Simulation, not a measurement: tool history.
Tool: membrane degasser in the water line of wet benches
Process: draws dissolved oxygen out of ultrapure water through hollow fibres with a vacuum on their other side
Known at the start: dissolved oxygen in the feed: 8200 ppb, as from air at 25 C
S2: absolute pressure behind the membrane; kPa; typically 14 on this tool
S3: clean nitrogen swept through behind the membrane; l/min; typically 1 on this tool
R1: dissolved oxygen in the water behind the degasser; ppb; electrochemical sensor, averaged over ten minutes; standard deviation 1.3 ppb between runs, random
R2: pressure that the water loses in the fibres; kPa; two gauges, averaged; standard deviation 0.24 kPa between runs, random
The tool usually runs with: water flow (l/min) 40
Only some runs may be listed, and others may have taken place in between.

run 1 hour=0 | water_flow_(l/min)=40 S2=14 S3=1 | R1=807.1 R2=60.95
run 2 hour=87.7 | water_flow_(l/min)=40 S2=14 S3=1 | R1=804.5 R2=61.2
run 3 hour=190.5 | water_flow_(l/min)=40 S2=14 S3=1 | R1=805.9 R2=61.15
run 4 hour=296.9 | water_flow_(l/min)=40 S2=14 S3=0.6 | R1=1149.7 R2=61.31
run 5 hour=365.9 | water_flow_(l/min)=40 S2=14 S3=0.6 | R1=1148.2 R2=61.26
run 6 hour=454.2 | water_flow_(l/min)=40 S2=14 S3=1 | R1=804.9 R2=61.11
run 7 hour=546.1 | water_flow_(l/min)=40 S2=14 S3=1 | R1=807.7 R2=61.45
run 8 hour=640.5 | water_flow_(l/min)=40 S2=14 S3=1 | R1=805.2 R2=61.58
run 9 hour=733.8 | water_flow_(l/min)=40 S2=14 S3=1 | R1=807.3 R2=61.12
run 10 hour=801.8 | water_flow_(l/min)=40 S2=14 S3=1 | R1=807.2 R2=61.93
run 11 hour=899.7 | water_flow_(l/min)=40 S2=14 S3=1 | R1=806.4 R2=61.46
run 12 hour=963.2 | water_flow_(l/min)=40 S2=14 S3=0.83 | R1=921.7 R2=61.33
run 13 hour=1058 | water_flow_(l/min)=40 S2=14 S3=1 | R1=805 R2=61.4
run 14 hour=1146.2 | water_flow_(l/min)=40 S2=14 S3=1 | R1=806.8 R2=61.56
run 15 hour=1226.2 | water_flow_(l/min)=61 S2=14 S3=1 | R1=1104.2 R2=94.62
run 16 hour=1323.9 | water_flow_(l/min)=61 S2=14 S3=1.46 | R1=850.8 R2=94.48
run 17 hour=1416.6 | water_flow_(l/min)=61 S2=14 S3=1.46 | R1=850.9 R2=94.28
run 18 hour=1478.4 | water_flow_(l/min)=34 S2=14 S3=2.08 | R1=390.8 R2=52.94
run 19 hour=1543.4 | water_flow_(l/min)=34 S2=14 S3=2.08 | R1=389.4 R2=53.08
run 20 hour=1635.1 | water_flow_(l/min)=40 S2=13.4 S3=1 | R1=765.3 R2=62.18
run 21 hour=1699.3 | water_flow_(l/min)=40 S2=27 S3=1 | R1=1604.3 R2=62.9
run 22 hour=1807.6 | water_flow_(l/min)=40 S2=27 S3=1 | R1=1607.7 R2=62.21
run 23 hour=1890.7 | water_flow_(l/min)=40 S2=27 S3=1 | R1=1610.8 R2=62.47
run 24 hour=1967.2 | water_flow_(l/min)=40 S2=14 S3=1.27 | R1=674.4 R2=62.87
run 25 hour=2063.3 | water_flow_(l/min)=25 S2=26.2 S3=1.39 | R1=848.7 R2=39.12
-- hour=2159.2 vacuum gauge calibrated
run 26 hour=2176.7 | water_flow_(l/min)=25 S2=26.2 S3=1.39 | R1=850.6 R2=39.28
-- hour=2249.8 gauge calibrated
run 27 hour=2290.1 | water_flow_(l/min)=25 S2=33 S3=1.39 | R1=1067.7 R2=38.28
run 28 hour=2342.9 | water_flow_(l/min)=41 S2=24.3 S3=1 | R1=1479.6 R2=62.87
run 29 hour=2391.2 | water_flow_(l/min)=34 S2=10.5 S3=0.68 | R1=659.3 R2=52.34
run 30 hour=2439.7 | water_flow_(l/min)=40 S2=14 S3=1 | R1=807.1 R2=61.42
run 31 hour=2528.6 | water_flow_(l/min)=40 S2=18.2 S3=0.44 | R1=1841.6 R2=61.11
run 32 hour=2597.6 | water_flow_(l/min)=40 S2=9 S3=2.9 | R1=191.1 R2=61.19

3 ways to go on from here, each from the tool as it stands after run 32. What would each give?
run A hour=2653.6 | water_flow_(l/min)=30 S2=11.7 S3=0.97 | R1=? R2=?
run B hour=2653.6 | water_flow_(l/min)=31 S2=17.3 S3=1 | R1=? R2=?
run C hour=2653.6 | water_flow_(l/min)=30 S2=9.2 S3=2.63 | R1=? R2=?

run=A R1=525.5 R2=45.95
run=B R1=843.9 R2=47.57
run=C R1=162.2 R2=46.22
What these runs would have given with no unlogged condition in the tool:
run=A R1=525.5 R2=45.72
run=B R1=843.8 R2=47.34
run=C R1=162.2 R2=45.99
